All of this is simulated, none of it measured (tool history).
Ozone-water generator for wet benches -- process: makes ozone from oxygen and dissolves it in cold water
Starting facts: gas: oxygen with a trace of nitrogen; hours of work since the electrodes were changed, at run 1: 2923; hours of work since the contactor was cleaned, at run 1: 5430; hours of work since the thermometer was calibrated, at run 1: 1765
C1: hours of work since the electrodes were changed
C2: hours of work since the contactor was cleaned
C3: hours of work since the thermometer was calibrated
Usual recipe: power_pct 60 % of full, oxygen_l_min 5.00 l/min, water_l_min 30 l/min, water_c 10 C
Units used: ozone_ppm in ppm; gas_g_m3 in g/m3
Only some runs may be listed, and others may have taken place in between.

Run 1, hour 0.0: usual settings; C1 2923; C2 5430; C3 1765. Result: ozone_ppm 11.6 ppm, gas_g_m3 136.3 g/m3.
Run 2, hour 127.0: usual settings but water_l_min 24 l/min; C1 3006; C2 5514; C3 1848. Result: ozone_ppm 14.0 ppm, gas_g_m3 135.5 g/m3.
Run 3, hour 258.6: usual settings but water_l_min 24 l/min; C1 3093; C2 5601; C3 1935. Result: ozone_ppm 14.4 ppm, gas_g_m3 136.9 g/m3.
Run 4, hour 333.0: usual settings but water_l_min 24 l/min; C1 3142; C2 5650; C3 1984. Result: ozone_ppm 13.9 ppm, gas_g_m3 135.6 g/m3.
Run 5, hour 438.2: usual settings but power_pct 84 % of full; C1 3212; C2 5720; C3 2054. Result: ozone_ppm 15.1 ppm, gas_g_m3 179.6 g/m3.
Run 6, hour 545.3: usual settings but power_pct 42 % of full, water_c 11 C; C1 3282; C2 5790; C3 2125. Result: ozone_ppm 8.3 ppm, gas_g_m3 99.7 g/m3.
Run 7, hour 687.4: usual settings but power_pct 84 % of full, water_l_min 48 l/min, water_c 11 C; C1 3376; C2 5884; C3 2218. Result: ozone_ppm 9.3 ppm, gas_g_m3 180.5 g/m3.
Run 8, hour 808.4: usual settings but power_pct 84 % of full, water_l_min 20 l/min, water_c 6 C; C1 3456; C2 5964; C3 2298. Result: ozone_ppm 22.4 ppm, gas_g_m3 178.6 g/m3.
Run 9, hour 867.0: usual settings but power_pct 54 % of full, water_l_min 33 l/min, water_c 7 C; C1 3495; C2 6003; C3 2337. Result: ozone_ppm 9.6 ppm, gas_g_m3 123.6 g/m3.
Run 10, hour 1002.3: usual settings but power_pct 54 % of full, oxygen_l_min 6.34 l/min, water_l_min 33 l/min, water_c 11 C; C1 3584; C2 6092; C3 2426. Result: ozone_ppm 9.7 ppm, gas_g_m3 106.3 g/m3.

Pick out some run-to-run changes in ozone_ppm. Of each, how much would a tool without hidden state show as well, from the settings, what came in and chance, and how much is left for the hidden state and any gauge scatter not in both results compared?
Hidden state present: yield of the discharge, % of new electrodes'; contactor's efficiency, % of a clean one's; true water temperature over the reading, C; drift of the gauge itself on ozone_ppm, %; drift of the gauge itself on gas_g_m3, %.
Run 7 -> 8: water_l_min 48 -> 20, water_c 11 -> 6. ozone_ppm +13.1 ppm: hidden state -2.4, all else +15.5.
Run 8 -> 9: power_pct 84 -> 54, water_l_min 20 -> 33, water_c 6 -> 7. ozone_ppm -12.8 ppm: hidden state +2.8, all else -15.6.
